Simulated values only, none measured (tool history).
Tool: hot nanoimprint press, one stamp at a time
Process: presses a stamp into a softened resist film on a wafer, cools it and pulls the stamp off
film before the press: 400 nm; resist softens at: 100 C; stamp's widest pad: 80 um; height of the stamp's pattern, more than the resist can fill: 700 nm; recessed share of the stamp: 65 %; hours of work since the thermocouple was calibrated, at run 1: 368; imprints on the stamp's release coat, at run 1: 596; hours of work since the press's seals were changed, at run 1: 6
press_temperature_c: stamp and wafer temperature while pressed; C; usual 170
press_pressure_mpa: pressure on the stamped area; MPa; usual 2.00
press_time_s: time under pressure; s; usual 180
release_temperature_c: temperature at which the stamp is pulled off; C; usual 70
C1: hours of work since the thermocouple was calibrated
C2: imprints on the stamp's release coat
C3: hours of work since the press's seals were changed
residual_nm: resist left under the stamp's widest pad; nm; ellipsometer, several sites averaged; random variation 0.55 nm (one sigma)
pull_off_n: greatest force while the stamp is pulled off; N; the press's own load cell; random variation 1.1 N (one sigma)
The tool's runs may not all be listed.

Run 1, hour 0.0: usual settings; C1 368; C2 596; C3 6. Result: residual_nm 164.9 nm, pull_off_n 99 N.
Run 2, hour 8.9: usual settings but release_temperature_c 59 C; C1 373; C2 618; C3 11. Result: residual_nm 165.9 nm, pull_off_n 108 N.
Run 3, hour 14.1: usual settings but release_temperature_c 59 C; C1 376; C2 632; C3 14. Result: residual_nm 164.8 nm, pull_off_n 109 N.
Run 4, hour 21.2: usual settings but press_pressure_mpa 1.59 MPa, release_temperature_c 59 C; C1 379; C2 650; C3 17. Result: residual_nm 184.6 nm, pull_off_n 109 N.
Run 5, hour 31.8: usual settings but press_time_s 317 s; C1 385; C2 677; C3 23. Result: residual_nm 133.6 nm, pull_off_n 98 N.
Run 6, hour 42.7: usual settings but release_temperature_c 65 C; C1 391; C2 704; C3 29. Result: residual_nm 165.2 nm, pull_off_n 103 N.
Run 7, hour 52.2: usual settings; C1 396; C2 729; C3 34. Result: residual_nm 166.9 nm, pull_off_n 102 N.
Run 8, hour 62.1: usual settings; C1 402; C2 754; C3 39. Result: residual_nm 166.2 nm, pull_off_n 101 N.
Run 9, hour 71.8: usual settings; C1 407; C2 778; C3 45. Result: residual_nm 166.4 nm, pull_off_n 102 N.
Run 10, hour 84.2: usual settings but release_temperature_c 73 C; C1 413; C2 810; C3 51. Result: residual_nm 166.2 nm, pull_off_n 101 N.
Run 11, hour 96.4: usual settings; C1 420; C2 841; C3 58. Result: residual_nm 167.4 nm, pull_off_n 102 N.
Run 12, hour 108.7: usual settings; C1 427; C2 872; C3 65. Result: residual_nm 166.5 nm, pull_off_n 105 N.
Run 13, hour 117.3: usual settings; C1 431; C2 894; C3 69. Result: residual_nm 166.4 nm, pull_off_n 101 N.
At hour 128.6: plate thermocouple calibrated.
Run 14, hour 129.1: usual settings; C1 0; C2 916; C3 74. Result: residual_nm 170.8 nm, pull_off_n 103 N.
Run 15, hour 134.3: usual settings but press_pressure_mpa 1.32 MPa, press_time_s 157 s; C1 3; C2 929; C3 77. Result: residual_nm 217.4 nm, pull_off_n 103 N.
Run 16, hour 145.0: usual settings but press_pressure_mpa 1.32 MPa, press_time_s 157 s; C1 9; C2 956; C3 83. Result: residual_nm 217.8 nm, pull_off_n 104 N.
Run 17, hour 151.0: usual settings but press_temperature_c 181 C, press_pressure_mpa 1.32 MPa, press_time_s 157 s, release_temperature_c 74 C; C1 12; C2 972; C3 86. Result: residual_nm 142.1 nm, pull_off_n 99 N.
At hour 159.8: plate thermocouple calibrated, once more.
Run 18, hour 160.9: usual settings but press_temperature_c 178 C, press_pressure_mpa 1.54 MPa, press_time_s 252 s, release_temperature_c 60 C; C1 1; C2 990; C3 90. Result: residual_nm 114.2 nm, pull_off_n 111 N.
Run 19, hour 168.7: usual settings but press_temperature_c 178 C, press_pressure_mpa 1.54 MPa, press_time_s 252 s, release_temperature_c 60 C; C1 5; C2 1009; C3 94. Result: residual_nm 113.9 nm, pull_off_n 112 N.
Run 20, hour 180.9: usual settings but press_temperature_c 166 C, press_pressure_mpa 1.78 MPa, press_time_s 252 s, release_temperature_c 60 C; C1 11; C2 1040; C3 100. Result: residual_nm 178.2 nm, pull_off_n 112 N.
Run 21, hour 192.0: usual settings but press_temperature_c 171 C, press_time_s 140 s; C1 17; C2 1068; C3 106. Result: residual_nm 166.6 nm, pull_off_n 103 N.
Run 22, hour 203.0: usual settings but press_pressure_mpa 3.06 MPa, press_time_s 291 s, release_temperature_c 56 C; C1 23; C2 1096; C3 112. Result: residual_nm 103.9 nm, pull_off_n 115 N.
Run 23, hour 209.8: usual settings but press_pressure_mpa 1.85 MPa, press_time_s 291 s, release_temperature_c 56 C; C1 27; C2 1114; C3 116. Result: residual_nm 137.3 nm, pull_off_n 115 N.
Run 24, hour 221.6: usual settings but release_temperature_c 71 C; C1 33; C2 1144; C3 122. Result: residual_nm 158.8 nm, pull_off_n 102 N.
Run 25, hour 233.4: usual settings but release_temperature_c 71 C; C1 40; C2 1174; C3 129. Result: residual_nm 159.0 nm, pull_off_n 103 N.
Run 26, hour 243.4: usual settings but press_temperature_c 182 C, press_time_s 190 s; C1 45; C2 1199; C3 134. Result: residual_nm 95.5 nm, pull_off_n 105 N.
Run 27, hour 251.2: usual settings but release_temperature_c 76 C; C1 49; C2 1219; C3 138. Result: residual_nm 160.2 nm, pull_off_n 100 N.
Run 28, hour 261.4: usual settings but release_temperature_c 76 C; C1 55; C2 1245; C3 144. Result: residual_nm 158.5 nm, pull_off_n 99 N.

Forecast each of these 3 alternatives for the next run:
Run A, hour 267.9: usual settings but press_temperature_c 177 C, press_time_s 339 s; C1 58; C2 1261; C3 147. Result: residual_nm ?, pull_off_n ?.
Run B, hour 267.9: usual settings but press_temperature_c 163 C, press_time_s 346 s, release_temperature_c 76 C; C1 58; C2 1261; C3 147. Result: residual_nm ?, pull_off_n ?.
Run C, hour 267.9: usual settings but press_time_s 347 s, release_temperature_c 62 C; C1 58; C2 1261; C3 147. Result: residual_nm ?, pull_off_n ?.

run  residual_nm  pull_off_n
  A         92.1         106
  B        172.2         101
  C        123.1         112
Without the tool's hidden state the same runs would have given:
run  residual_nm  pull_off_n
  A         91.4          91
  B        170.7          87
  C        122.1          96
